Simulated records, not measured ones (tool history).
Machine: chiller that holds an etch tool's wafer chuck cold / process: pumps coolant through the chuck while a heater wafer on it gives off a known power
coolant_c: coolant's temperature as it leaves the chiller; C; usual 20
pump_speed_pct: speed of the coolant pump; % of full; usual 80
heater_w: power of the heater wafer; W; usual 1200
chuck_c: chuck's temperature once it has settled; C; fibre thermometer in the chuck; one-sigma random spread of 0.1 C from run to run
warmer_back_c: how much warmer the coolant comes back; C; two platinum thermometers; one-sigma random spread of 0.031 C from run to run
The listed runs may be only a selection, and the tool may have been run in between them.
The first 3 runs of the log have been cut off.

run,day,coolant_c,pump_speed_pct,heater_w,hours since the coolant was changed and the channels were flushed,hours since the pump was overhauled,hours since the chiller's thermometer was calibrated,chuck_c,warmer_back_c
4,2.888,20,80,1500,6912,1286,4684,36.5,3.45
5,3.812,23,80,1500,6935,1308,4706,39.7,3.45
6,4.858,20,80,1200,6960,1333,4731,33,2.74
7,5.654,20,80,1697,6979,1353,4750,38.6,3.96
# day 6.225: chiller's thermometer calibrated
8,6.362,20,80,1200,6995,1369,3,33.5,2.75
9,7.312,28,80,1200,7017,1391,26,41.4,2.8
10,7.879,28,80,1200,7031,1405,40,41.4,2.77
11,8.571,28,80,1200,7048,1421,56,41.5,2.74
12,9.546,28,80,1200,7071,1445,80,41.4,2.74
13,10.625,28,80,1200,7097,1471,106,41.4,2.7
14,11.446,28,80,1200,7117,1491,125,41.3,2.79
15,12.275,28,80,1200,7137,1510,145,41.2,2.83
16,12.929,20,80,1583,7152,1526,161,37.5,3.73
17,13.808,20,80,1583,7173,1547,182,37.7,3.67
18,14.95,22,66,1334,7201,1575,209,39.3,3.82
# day 15.283: coolant pump overhauled
19,16.475,17,60,1237,7232,29,241,34.5,3.97
20,17.129,22,80,690,7248,44,257,29.8,1.6
# day 17.762: coolant pump overhauled, once more
21,18.092,22,80,690,7266,8,275,29.7,1.56
22,18.954,22,80,690,7287,29,295,29.7,1.55
23,20.275,20,63,1537,7319,60,327,40.4,4.4
# day 20.629: coolant changed, channels flushed
24,21.375,20,63,1537,18,81,348,37.2,4.52
25,22.604,20,88,683,47,110,377,25.7,1.36

Predict the results of run 26:
26,23.996,28,71,1095,81,144,410,?,?

{"run 26": {"chuck_c": 39.1, "warmer_back_c": 2.82}}
With no hidden state in the tool, this same run would have given chuck_c 39 C, warmer_back_c 2.81 C.
